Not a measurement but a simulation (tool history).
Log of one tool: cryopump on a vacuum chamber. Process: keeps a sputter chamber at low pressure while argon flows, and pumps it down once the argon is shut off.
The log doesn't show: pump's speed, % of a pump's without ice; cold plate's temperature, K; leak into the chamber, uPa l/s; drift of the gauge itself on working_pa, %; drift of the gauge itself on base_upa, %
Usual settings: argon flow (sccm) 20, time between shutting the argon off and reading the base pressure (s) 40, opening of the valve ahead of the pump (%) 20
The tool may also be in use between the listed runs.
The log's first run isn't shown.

run   hour  argon flow (sccm)  time between shutting the argon off and reading the base pressure (s)  opening of the valve ahead of the pump (%)  hours of work since the pump was warmed up and emptied  hours of work since the cold head was overhauled  hours of work since the chamber's fittings were tightened  pressure while argon flows (Pa)  pressure after the wait (uPa)
  2   47.1                 20                                                                     40                                          20                                                      21                                               937                                                        690                            0.092                           2.31
  3   93.1                 20                                                                     40                                          20                                                      42                                               958                                                        711                           0.0917                           2.25
  4  133.2                 20                                                                     40                                          20                                                      60                                               976                                                        729                           0.0917                           2.37
  5  192.8                 33                                                                     40                                          20                                                      87                                              1003                                                        756                           0.1516                           2.37
  6  229.6                 33                                                                     40                                          20                                                     103                                              1019                                                        773                           0.1514                           2.38
  7  272.1                 20                                                                     40                                          20                                                     122                                              1038                                                        792                            0.092                           2.43
  8    308                 20                                                                     40                                          20                                                     139                                              1054                                                        808                            0.093                           2.41
  9  382.9                 20                                                                     40                                          20                                                     172                                              1088                                                        841                           0.0925                            2.4
 10  458.3                 20                                                                     40                                          26                                                     206                                              1122                                                        875                           0.0713                           2.53
 11  531.6                 20                                                                     40                                          20                                                     239                                              1155                                                        908                           0.0939                           2.54
 12    598                 20                                                                     55                                          20                                                     269                                              1185                                                        938                           0.0933                           2.13
 13  673.9                 20                                                                    206                                          20                                                     303                                              1219                                                        972                           0.0942                           1.33
 14  710.7                 20                                                                    206                                          20                                                     320                                              1235                                                        989                           0.0955                           1.32
 15  758.5                 20                                                                    259                                          20                                                     341                                              1257                                                       1010                           0.0942                           1.29
 16  817.3                 20                                                                    259                                          20                                                     368                                              1283                                                       1037                           0.0944                           1.35
 17  848.5                 20                                                                     40                                          22                                                     382                                              1297                                                       1051                           0.0872                           2.76
 18  915.5                 20                                                                     40                                          22                                                     412                                              1327                                                       1081                           0.0871                           2.75
 19  964.3                 25                                                                     51                                          18                                                     434                                              1349                                                       1103                            0.133                            2.5

Forecast run 20:
        991  -- pump warmed up, emptied and cooled again
 20  1006.6                 36                                                                     30                                          44                                                       7                                              1366                                                       1120                                ?                              ?

Run 20 gave pressure while argon flows (Pa) 0.0746, pressure after the wait (uPa) 3.25.
Without the tool's hidden state the same run would have given pressure while argon flows (Pa) 0.0739, pressure after the wait (uPa) 2.45.
